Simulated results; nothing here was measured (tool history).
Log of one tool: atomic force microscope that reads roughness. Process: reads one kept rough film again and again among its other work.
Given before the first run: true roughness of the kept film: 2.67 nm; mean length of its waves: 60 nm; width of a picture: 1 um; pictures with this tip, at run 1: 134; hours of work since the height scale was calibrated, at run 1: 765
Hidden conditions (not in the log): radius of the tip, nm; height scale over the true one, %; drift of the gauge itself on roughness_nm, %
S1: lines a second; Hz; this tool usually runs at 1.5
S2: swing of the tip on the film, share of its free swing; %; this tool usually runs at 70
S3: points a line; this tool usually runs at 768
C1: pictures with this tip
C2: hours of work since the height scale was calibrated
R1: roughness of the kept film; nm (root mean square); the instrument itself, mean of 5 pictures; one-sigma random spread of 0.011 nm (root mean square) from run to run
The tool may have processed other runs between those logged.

run 1 hour=0 | S1=1.5 S2=70 S3=768 | C1=134 C2=765 | R1=2.404
run 2 hour=18.7 | S1=1.5 S2=86 S3=768 | C1=163 C2=780 | R1=2.283
run 3 hour=44.1 | S1=1.5 S2=86 S3=768 | C1=203 C2=800 | R1=2.244
-- hour=48.4 new tip fitted
run 4 hour=58.3 | S1=0.6 S2=86 S3=768 | C1=16 C2=810 | R1=2.521
run 5 hour=75 | S1=1.5 S2=70 S3=768 | C1=42 C2=823 | R1=2.534
run 6 hour=103.2 | S1=1.5 S2=70 S3=901 | C1=86 C2=845 | R1=2.434
run 7 hour=131.3 | S1=1.5 S2=55 S3=768 | C1=129 C2=867 | R1=2.478
run 8 hour=144.4 | S1=1.5 S2=55 S3=768 | C1=150 C2=877 | R1=2.473
run 9 hour=156 | S1=1.5 S2=55 S3=768 | C1=168 C2=887 | R1=2.452
run 10 hour=168.4 | S1=1.5 S2=59 S3=768 | C1=187 C2=896 | R1=2.431
-- hour=182.2 new tip fitted
run 11 hour=195.6 | S1=1.5 S2=70 S3=415 | C1=21 C2=917 | R1=2.51
run 12 hour=210.4 | S1=1.5 S2=70 S3=768 | C1=44 C2=929 | R1=2.477
run 13 hour=238.5 | S1=1.5 S2=70 S3=768 | C1=88 C2=951 | R1=2.454
run 14 hour=264.3 | S1=1.5 S2=70 S3=768 | C1=128 C2=971 | R1=2.434
run 15 hour=275.8 | S1=1.5 S2=70 S3=768 | C1=146 C2=980 | R1=2.417
run 16 hour=294.6 | S1=1.26 S2=70 S3=768 | C1=175 C2=994 | R1=2.396
run 17 hour=307.1 | S1=1.26 S2=70 S3=768 | C1=194 C2=1004 | R1=2.375
-- hour=315.2 new tip fitted
run 18 hour=319.2 | S1=1.26 S2=70 S3=768 | C1=6 C2=1013 | R1=2.539
run 19 hour=335.3 | S1=0.94 S2=70 S3=411 | C1=31 C2=1026 | R1=2.542
run 20 hour=347.1 | S1=0.94 S2=70 S3=411 | C1=50 C2=1035 | R1=2.539
-- hour=356.7 height scale calibrated on a step standard
run 21 hour=363.5 | S1=0.94 S2=70 S3=411 | C1=74 C2=5 | R1=2.465
run 22 hour=379 | S1=1.5 S2=73 S3=301 | C1=98 C2=17 | R1=2.402
run 23 hour=395.3 | S1=1.5 S2=68 S3=322 | C1=123 C2=30 | R1=2.435
run 24 hour=421.8 | S1=1.5 S2=68 S3=322 | C1=165 C2=51 | R1=2.377
run 25 hour=447.5 | S1=1.5 S2=68 S3=322 | C1=204 C2=71 | R1=2.354
-- hour=450.4 new tip fitted
run 26 hour=459.6 | S1=1.36 S2=75 S3=320 | C1=15 C2=80 | R1=2.472
run 27 hour=474 | S1=1.36 S2=75 S3=320 | C1=37 C2=91 | R1=2.458
run 28 hour=487.4 | S1=1.36 S2=75 S3=320 | C1=58 C2=102 | R1=2.429
run 29 hour=509 | S1=1.36 S2=75 S3=320 | C1=91 C2=119 | R1=2.404
run 30 hour=527.9 | S1=1.36 S2=75 S3=320 | C1=121 C2=133 | R1=2.373
run 31 hour=547.4 | S1=1.36 S2=75 S3=320 | C1=151 C2=149 | R1=2.35
run 32 hour=560.1 | S1=2.28 S2=88 S3=768 | C1=171 C2=159 | R1=2.117

Take each entry between the runs: how does the hidden state at the last listed run before it differ from the hidden state at the first listed run after it?
In the gap between runs 3 and 4: new tip fitted (hour 48.4)
  radius of the tip, nm: 31.5 -> 9.2; height scale over the true one, %: 0.94 -> 0.95
  measured less the result without the state, R1: -0.135 -> +0.008 nm (root mean square)
In the gap between runs 10 and 11: new tip fitted (hour 182.2)
  radius of the tip, nm: 30.2 -> 10.3; height scale over the true one, %: 1.03 -> 1.05
  measured less the result without the state, R1: -0.136 -> +0.003 nm (root mean square)
In the gap between runs 17 and 18: new tip fitted (hour 315.2)
  radius of the tip, nm: 30.2 -> 8.1
  measured less the result without the state, R1: -0.13 -> +0.021 nm (root mean square)
In the gap between runs 20 and 21: height scale calibrated on a step standard (hour 356.7)
  radius of the tip, nm: 13.1 -> 15.9; height scale over the true one, %: 1.16 -> -0.04
  measured less the result without the state, R1: -0.014 -> -0.065 nm (root mean square)
In the gap between runs 25 and 26: new tip fitted (hour 450.4)
  radius of the tip, nm: 31.5 -> 9.4; height scale over the true one, %: 0.02 -> 0.03
  measured less the result without the state, R1: -0.165 -> -0.017 nm (root mean square)

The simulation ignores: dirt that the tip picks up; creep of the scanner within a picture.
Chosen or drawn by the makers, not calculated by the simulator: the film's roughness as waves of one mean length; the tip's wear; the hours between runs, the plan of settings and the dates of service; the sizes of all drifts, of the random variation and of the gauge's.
